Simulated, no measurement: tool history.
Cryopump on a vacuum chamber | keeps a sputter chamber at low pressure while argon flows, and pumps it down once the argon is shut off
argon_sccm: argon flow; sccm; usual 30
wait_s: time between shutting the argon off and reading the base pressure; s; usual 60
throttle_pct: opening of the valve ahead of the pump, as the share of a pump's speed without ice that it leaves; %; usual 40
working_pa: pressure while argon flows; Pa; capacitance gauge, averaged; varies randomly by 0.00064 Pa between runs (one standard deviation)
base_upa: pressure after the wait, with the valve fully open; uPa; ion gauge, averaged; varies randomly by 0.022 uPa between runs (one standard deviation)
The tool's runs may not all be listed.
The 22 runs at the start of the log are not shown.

run	hour	argon_sccm	wait_s	throttle_pct	hours of work since the pump was warmed up and emptied	hours of work since the cold head was overhauled	hours of work since the chamber's fittings were tightened	working_pa	base_upa
23	712.1	30	60	19	242	803	153	0.2157	0.85
24	740.1	30	70	54	256	817	167	0.0777	0.86
25	777.0	30	70	54	275	836	186	0.0786	0.78
26	816.0	25	121	54	295	856	206	0.0662	0.72
27	843.6	30	62	26	309	870	220	0.1594	0.95
28	883.1	30	62	26	329	890	240	0.1599	0.89
29	925.0	32	62	15	350	911	261	0.2942	0.98
30	945.1	32	62	15	360	921	272	0.2920	0.92
31	988.6	45	140	40	383	943	294	0.1606	0.75
32	1022.1	13	25	52	400	960	311	0.0371	1.57
33	1050.8	13	25	52	414	975	326	0.0364	1.62
34	1094.2	33	24	21	436	997	348	0.2206	1.67

Consider 4 possible next runs. They are alternatives, not a sequence: every one starts from the tool as it was left by run 34. What does each give?
A	1113.5	33	113	32	446	1007	357	?	?
B	1113.5	48	206	42	446	1007	357	?	?
C	1113.5	29	166	18	446	1007	357	?	?
D	1113.5	41	168	19	446	1007	357	?	?

run	working_pa	base_upa
A	0.1467	0.88
B	0.1654	0.82
C	0.2234	0.83
D	0.3009	0.81
The same runs, with their run-to-run variation unchanged, on a tool lacking any hidden condition would have given:
run	working_pa	base_upa
A	0.1389	0.44
B	0.1542	0.37
C	0.2166	0.39
D	0.2913	0.37
